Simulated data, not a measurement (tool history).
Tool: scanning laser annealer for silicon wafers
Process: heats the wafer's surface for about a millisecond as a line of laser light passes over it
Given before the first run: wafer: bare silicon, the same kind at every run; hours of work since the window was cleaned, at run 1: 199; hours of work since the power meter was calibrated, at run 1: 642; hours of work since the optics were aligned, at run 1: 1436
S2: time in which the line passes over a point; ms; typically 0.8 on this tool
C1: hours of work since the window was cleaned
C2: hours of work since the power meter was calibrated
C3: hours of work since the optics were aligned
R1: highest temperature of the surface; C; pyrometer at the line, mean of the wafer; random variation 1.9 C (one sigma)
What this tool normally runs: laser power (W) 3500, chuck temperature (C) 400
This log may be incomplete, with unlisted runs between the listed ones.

{"run": 1, "hour": 0.0, "laser power (W)": 3500, "S2": 0.8, "chuck temperature (C)": 400, "C1": 199, "C2": 642, "C3": 1436, "R1": 1073}
{"run": 2, "hour": 23.1, "laser power (W)": 3296, "S2": 0.8, "chuck temperature (C)": 400, "C1": 213, "C2": 656, "C3": 1450, "R1": 1014}
{"run": 3, "hour": 68.6, "laser power (W)": 3296, "S2": 0.8, "chuck temperature (C)": 400, "C1": 240, "C2": 684, "C3": 1478, "R1": 1013}
{"run": 4, "hour": 110.2, "laser power (W)": 3500, "S2": 0.8, "chuck temperature (C)": 400, "C1": 266, "C2": 709, "C3": 1503, "R1": 1061}
{"run": 5, "hour": 152.5, "laser power (W)": 3500, "S2": 0.8, "chuck temperature (C)": 400, "C1": 291, "C2": 734, "C3": 1529, "R1": 1054}
{"run": 6, "hour": 177.1, "laser power (W)": 3500, "S2": 0.8, "chuck temperature (C)": 400, "C1": 306, "C2": 749, "C3": 1544, "R1": 1053}
{"hour": 214.2, "done": "window over the wafer cleaned"}
{"run": 7, "hour": 224.0, "laser power (W)": 3500, "S2": 0.8, "chuck temperature (C)": 400, "C1": 6, "C2": 777, "C3": 1571, "R1": 1110}
{"run": 8, "hour": 259.6, "laser power (W)": 3500, "S2": 0.8, "chuck temperature (C)": 400, "C1": 27, "C2": 798, "C3": 1592, "R1": 1107}
{"run": 9, "hour": 284.9, "laser power (W)": 3500, "S2": 0.8, "chuck temperature (C)": 400, "C1": 43, "C2": 813, "C3": 1607, "R1": 1106}
{"run": 10, "hour": 314.5, "laser power (W)": 3500, "S2": 0.8, "chuck temperature (C)": 400, "C1": 61, "C2": 831, "C3": 1625, "R1": 1100}
{"run": 11, "hour": 337.6, "laser power (W)": 3500, "S2": 0.8, "chuck temperature (C)": 409, "C1": 75, "C2": 845, "C3": 1639, "R1": 1108}
{"run": 12, "hour": 370.0, "laser power (W)": 3500, "S2": 0.8, "chuck temperature (C)": 409, "C1": 94, "C2": 865, "C3": 1659, "R1": 1102}
{"run": 13, "hour": 412.7, "laser power (W)": 3411, "S2": 0.8, "chuck temperature (C)": 417, "C1": 120, "C2": 891, "C3": 1685, "R1": 1084}
{"run": 14, "hour": 433.4, "laser power (W)": 3102, "S2": 0.8, "chuck temperature (C)": 423, "C1": 133, "C2": 903, "C3": 1697, "R1": 1006}
{"run": 15, "hour": 455.0, "laser power (W)": 3763, "S2": 0.642, "chuck temperature (C)": 362, "C1": 146, "C2": 916, "C3": 1710, "R1": 1034}
{"run": 16, "hour": 490.0, "laser power (W)": 3784, "S2": 0.642, "chuck temperature (C)": 378, "C1": 167, "C2": 937, "C3": 1731, "R1": 1054}
{"run": 17, "hour": 521.3, "laser power (W)": 3213, "S2": 0.796, "chuck temperature (C)": 378, "C1": 186, "C2": 956, "C3": 1750, "R1": 980}
{"run": 18, "hour": 545.1, "laser power (W)": 3213, "S2": 0.796, "chuck temperature (C)": 378, "C1": 200, "C2": 971, "C3": 1765, "R1": 976}
{"hour": 562.7, "done": "optics aligned, line set to its width"}
{"run": 19, "hour": 585.3, "laser power (W)": 3578, "S2": 0.716, "chuck temperature (C)": 378, "C1": 221, "C2": 992, "C3": 14, "R1": 1055}
{"run": 20, "hour": 613.7, "laser power (W)": 3356, "S2": 0.981, "chuck temperature (C)": 400, "C1": 239, "C2": 1009, "C3": 31, "R1": 1123}
{"run": 21, "hour": 644.6, "laser power (W)": 3500, "S2": 0.955, "chuck temperature (C)": 400, "C1": 257, "C2": 1028, "C3": 50, "R1": 1153}
{"run": 22, "hour": 672.8, "laser power (W)": 3803, "S2": 0.955, "chuck temperature (C)": 399, "C1": 274, "C2": 1045, "C3": 67, "R1": 1231}
{"run": 23, "hour": 700.3, "laser power (W)": 3780, "S2": 0.754, "chuck temperature (C)": 413, "C1": 291, "C2": 1062, "C3": 83, "R1": 1149}

Here are 3 independent what-if runs from the current tool condition. What would each one return?
{"run": "A", "hour": 725.2, "laser power (W)": 3780, "S2": 0.754, "chuck temperature (C)": 408, "C1": 306, "C2": 1077, "C3": 98, "R1": "?"}
{"run": "B", "hour": 725.2, "laser power (W)": 3429, "S2": 0.8, "chuck temperature (C)": 400, "C1": 306, "C2": 1077, "C3": 98, "R1": "?"}
{"run": "C", "hour": 725.2, "laser power (W)": 3780, "S2": 0.949, "chuck temperature (C)": 413, "C1": 306, "C2": 1077, "C3": 98, "R1": "?"}

run=A R1=1138
run=B R1=1060
run=C R1=1234
The same runs, with their run-to-run variation unchanged, on a tool lacking any hidden condition would have given:
run=A R1=1208
run=B R1=1124
run=C R1=1313

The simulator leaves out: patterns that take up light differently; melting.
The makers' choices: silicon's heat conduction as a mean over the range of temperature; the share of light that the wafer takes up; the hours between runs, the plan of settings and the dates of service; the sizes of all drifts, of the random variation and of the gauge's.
